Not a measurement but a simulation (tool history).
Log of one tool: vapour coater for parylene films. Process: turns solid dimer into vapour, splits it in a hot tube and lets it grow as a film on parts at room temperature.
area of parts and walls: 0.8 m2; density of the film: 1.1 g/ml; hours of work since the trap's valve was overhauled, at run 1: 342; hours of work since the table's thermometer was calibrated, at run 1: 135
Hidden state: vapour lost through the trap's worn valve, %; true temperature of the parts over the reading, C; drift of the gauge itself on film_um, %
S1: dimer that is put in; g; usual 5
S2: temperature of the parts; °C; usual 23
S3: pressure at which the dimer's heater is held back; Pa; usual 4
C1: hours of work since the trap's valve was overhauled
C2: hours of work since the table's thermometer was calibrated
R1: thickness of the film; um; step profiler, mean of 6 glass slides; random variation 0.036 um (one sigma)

run	day	S1	S2	S3	C1	C2	R1
1	0	5	23	4	342	135	4.75
2	0.483	5	23	4	349	142	4.75
3	1.129	5	23	4.27	358	151	4.58
4	1.792	5	23	4.27	368	160	4.73
5	2.212	5	23	4.27	374	166	4.64
6	2.796	5	23	4	382	175	4.73
7	3.333	5	23	4	390	182	4.72
8	3.779	3	23	4	396	189	2.91
9	4.45	3	23	9.74	405	198	2.3
10	5.088	3	23	9.74	415	207	2.29
11	5.512	5	23	4	421	213	4.74
12	6.079	5	31	4	429	221	3.5
13	6.583	9	24	4	436	228	8.28
14	7.192	4	22	4	444	237	3.89
15	7.558	4	22	4	450	242	3.91

Run 16 comes next. What will it give?
16	7.967	4	18	3.63	455	248	?

Run 16 gave R1 4.45 um.
Without the tool's hidden state the same run would have given R1 4.46 um.

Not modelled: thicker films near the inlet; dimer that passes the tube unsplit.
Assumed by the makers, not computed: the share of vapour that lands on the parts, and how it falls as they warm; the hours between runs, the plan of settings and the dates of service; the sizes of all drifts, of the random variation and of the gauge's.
